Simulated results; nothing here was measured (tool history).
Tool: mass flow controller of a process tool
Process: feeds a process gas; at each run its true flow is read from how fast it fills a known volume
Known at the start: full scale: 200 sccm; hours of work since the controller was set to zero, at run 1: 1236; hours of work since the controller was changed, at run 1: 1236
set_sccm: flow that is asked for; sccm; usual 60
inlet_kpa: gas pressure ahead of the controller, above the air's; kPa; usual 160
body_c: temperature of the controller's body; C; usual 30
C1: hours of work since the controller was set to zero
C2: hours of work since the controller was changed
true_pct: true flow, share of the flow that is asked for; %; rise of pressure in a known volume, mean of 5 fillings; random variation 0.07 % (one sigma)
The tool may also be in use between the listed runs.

run 1 day=0.000 | set_sccm=60 inlet_kpa=160 body_c=30 | C1=1236 C2=1236 | true_pct=99.11
run 2 day=10.662 | set_sccm=60 inlet_kpa=160 body_c=30 | C1=1331 C2=1331 | true_pct=99.18
run 3 day=20.783 | set_sccm=60 inlet_kpa=160 body_c=30 | C1=1422 C2=1422 | true_pct=99.22
run 4 day=30.175 | set_sccm=60 inlet_kpa=160 body_c=38 | C1=1505 C2=1505 | true_pct=98.24
run 5 day=38.796 | set_sccm=60 inlet_kpa=160 body_c=30 | C1=1582 C2=1582 | true_pct=99.44
run 6 day=45.879 | set_sccm=60 inlet_kpa=160 body_c=30 | C1=1646 C2=1646 | true_pct=99.51
run 7 day=53.725 | set_sccm=60 inlet_kpa=160 body_c=30 | C1=1716 C2=1716 | true_pct=99.42
run 8 day=65.667 | set_sccm=60 inlet_kpa=160 body_c=30 | C1=1822 C2=1822 | true_pct=99.63
run 9 day=73.258 | set_sccm=60 inlet_kpa=160 body_c=30 | C1=1890 C2=1890 | true_pct=99.45
run 10 day=83.250 | set_sccm=60 inlet_kpa=160 body_c=30 | C1=1979 C2=1979 | true_pct=99.63
run 11 day=93.767 | set_sccm=60 inlet_kpa=160 body_c=30 | C1=2073 C2=2073 | true_pct=99.70
run 12 day=100.692 | set_sccm=60 inlet_kpa=160 body_c=30 | C1=2135 C2=2135 | true_pct=99.84
run 13 day=111.100 | set_sccm=60 inlet_kpa=160 body_c=30 | C1=2228 C2=2228 | true_pct=99.86
run 14 day=123.350 | set_sccm=60 inlet_kpa=160 body_c=30 | C1=2337 C2=2337 | true_pct=99.90
run 15 day=135.996 | set_sccm=60 inlet_kpa=160 body_c=30 | C1=2450 C2=2450 | true_pct=99.87
run 16 day=143.904 | set_sccm=60 inlet_kpa=160 body_c=30 | C1=2521 C2=2521 | true_pct=99.94
run 17 day=152.842 | set_sccm=60 inlet_kpa=160 body_c=28 | C1=2600 C2=2600 | true_pct=100.32
run 18 day=165.725 | set_sccm=60 inlet_kpa=160 body_c=28 | C1=2715 C2=2715 | true_pct=100.35
run 19 day=174.842 | set_sccm=60 inlet_kpa=160 body_c=21 | C1=2797 C2=2797 | true_pct=101.28
run 20 day=182.325 | set_sccm=60 inlet_kpa=187 body_c=30 | C1=2863 C2=2863 | true_pct=100.09
run 21 day=193.221 | set_sccm=72 inlet_kpa=244 body_c=37 | C1=2961 C2=2961 | true_pct=99.35
run 22 day=206.517 | set_sccm=60 inlet_kpa=259 body_c=30 | C1=3079 C2=3079 | true_pct=100.17

The next listed run, before its measurement:
run 23 day=213.421 | set_sccm=123 inlet_kpa=185 body_c=31 | C1=3141 C2=3141 | true_pct=?

Run 23 gave true_pct 100.55 %.
Without the tool's hidden state the same run would have given true_pct 99.14 %.
